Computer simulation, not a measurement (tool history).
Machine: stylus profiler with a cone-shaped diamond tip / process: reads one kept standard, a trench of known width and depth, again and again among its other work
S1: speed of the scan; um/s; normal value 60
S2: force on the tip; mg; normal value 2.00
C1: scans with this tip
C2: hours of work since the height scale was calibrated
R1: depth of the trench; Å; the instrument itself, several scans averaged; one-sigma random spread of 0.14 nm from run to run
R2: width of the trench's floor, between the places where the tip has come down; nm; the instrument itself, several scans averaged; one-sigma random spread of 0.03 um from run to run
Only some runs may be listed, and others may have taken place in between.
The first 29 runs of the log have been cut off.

run 30 hour=1857.0 | S1=41 S2=2.20 | C1=13406 C2=969 | R1=5049.6 R2=44840
-- hour=1905.3 new tip fitted, height scale calibrated
run 31 hour=1936.2 | S1=41 S2=2.20 | C1=286 C2=21 | R1=5052.7 R2=47130
run 32 hour=2020.4 | S1=21 S2=1.52 | C1=1066 C2=77 | R1=5045.2 R2=46970
run 33 hour=2067.5 | S1=21 S2=1.52 | C1=1502 C2=109 | R1=5046.6 R2=46890
run 34 hour=2150.4 | S1=21 S2=1.52 | C1=2269 C2=164 | R1=5042.2 R2=46720
run 35 hour=2220.9 | S1=20 S2=2.12 | C1=2920 C2=211 | R1=5055.5 R2=46630
run 36 hour=2295.8 | S1=20 S2=2.12 | C1=3614 C2=261 | R1=5051.4 R2=46510
run 37 hour=2340.5 | S1=20 S2=2.12 | C1=4028 C2=291 | R1=5054.7 R2=46490
run 38 hour=2415.2 | S1=20 S2=2.12 | C1=4718 C2=341 | R1=5051.4 R2=46330
run 39 hour=2484.2 | S1=60 S2=1.06 | C1=5357 C2=387 | R1=5032.3 R2=45910
run 40 hour=2553.2 | S1=63 S2=2.00 | C1=5995 C2=434 | R1=5050.9 R2=45860
run 41 hour=2600.5 | S1=25 S2=0.70 | C1=6433 C2=465 | R1=5021.4 R2=45880
run 42 hour=2681.0 | S1=137 S2=4.12 | C1=7178 C2=519 | R1=5083.2 R2=45560

What if the next run were any one of these 3? Each begins from the tool's condition after run 42:
run A hour=2716.5 | S1=36 S2=1.48 | C1=7506 C2=543 | R1=? R2=?
run B hour=2716.5 | S1=60 S2=3.11 | C1=7506 C2=543 | R1=? R2=?
run C hour=2716.5 | S1=84 S2=0.73 | C1=7506 C2=543 | R1=? R2=?

run=A R1=5038.2 R2=45700
run=B R1=5068.2 R2=45690
run=C R1=5022.3 R2=45300
Take away the tool's hidden state, keep each run's random variation, and the runs would have read:
run=A R1=5043.7 R2=47150
run=B R1=5073.6 R2=47140
run=C R1=5027.8 R2=46740
